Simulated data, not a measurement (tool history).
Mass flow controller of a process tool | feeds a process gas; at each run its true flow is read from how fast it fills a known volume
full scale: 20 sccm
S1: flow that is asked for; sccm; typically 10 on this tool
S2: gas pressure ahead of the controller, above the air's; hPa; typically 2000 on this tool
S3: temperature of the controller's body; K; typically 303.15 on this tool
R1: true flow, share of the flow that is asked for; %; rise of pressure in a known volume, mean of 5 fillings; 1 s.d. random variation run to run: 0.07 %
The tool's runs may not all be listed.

run,day,S1,S2,S3,R1
1,0,10,2000,303.15,100.5
2,6.988,10,2000,303.15,100.57
3,12.275,10,2000,303.15,100.5
4,22.479,10,2000,303.15,100.63
5,32.021,10,2000,303.15,100.48
6,39.704,10,2000,303.15,100.52
7,49.508,10,2000,303.15,100.67
8,56.283,10,2000,301.15,100.84
# day 60.188: controller exchanged for a calibrated one
9,66.804,10,2000,301.15,99.66
10,76.512,10,2000,304.15,99.35
11,83.271,10,2000,304.15,99.35
12,91.733,10,2000,304.15,99.46
13,97.358,10,2000,303.15,99.52
14,103.892,10,2000,303.15,99.61
15,111.712,10,2690,303.15,99.14
16,121.558,10,2000,303.15,99.76
17,128.246,10,2000,303.15,99.72
18,136.258,10,1930,303.15,99.88
19,143.067,12,2000,303.15,99.79
20,151.592,5,2000,305.15,99
21,159.167,2,1450,303.15,97.81
22,169.112,17,2290,303.15,100.12
23,178.242,4,1490,310.15,98.33
24,187.592,4,1490,310.15,98.34
25,196.729,4,1490,310.15,98.37
26,206.996,7,2120,305.15,99.2
27,216.479,7,2120,305.15,99.35
28,220.721,10,2530,312.15,98.66
29,227.138,14,2330,294.15,101.12
30,236.075,14,2330,311.15,99.36
31,241.488,10,1820,303.15,100.3
32,249.871,10,1820,303.15,100.18
33,259.417,12,1880,295.15,101.24
34,267.617,18,2000,294.15,101.71
35,273.508,18,2000,294.15,101.79
36,278.492,2,1940,299.15,96.41
37,286.621,10,2000,294.15,101.3

Measured less the same run without the tool's hidden state. The same run-to-run variation is in both; the gauge's scatter may not be:
Hidden state at play: flow at rest that the sensor doesn't see, % of full scale; true flow over the shown one, %; drift of the gauge itself on true_pct, %.
run,R1
1,+1.19
2,+1.23
3,+1.25
4,+1.3
5,+1.33
6,+1.36
7,+1.41
8,+1.43
9,+0.19
10,+0.23
11,+0.25
12,+0.29
13,+0.3
14,+0.33
15,+0.37
16,+0.42
17,+0.44
18,+0.47
19,+0.57
20,+0.04
21,-1.58
22,+0.85
23,-0.29
24,-0.31
25,-0.33
26,+0.44
27,+0.45
28,+0.81
29,+1.08
30,+1.12
31,+0.9
32,+0.94
33,+1.16
34,+1.48
35,+1.52
36,-3.19
37,+1.11
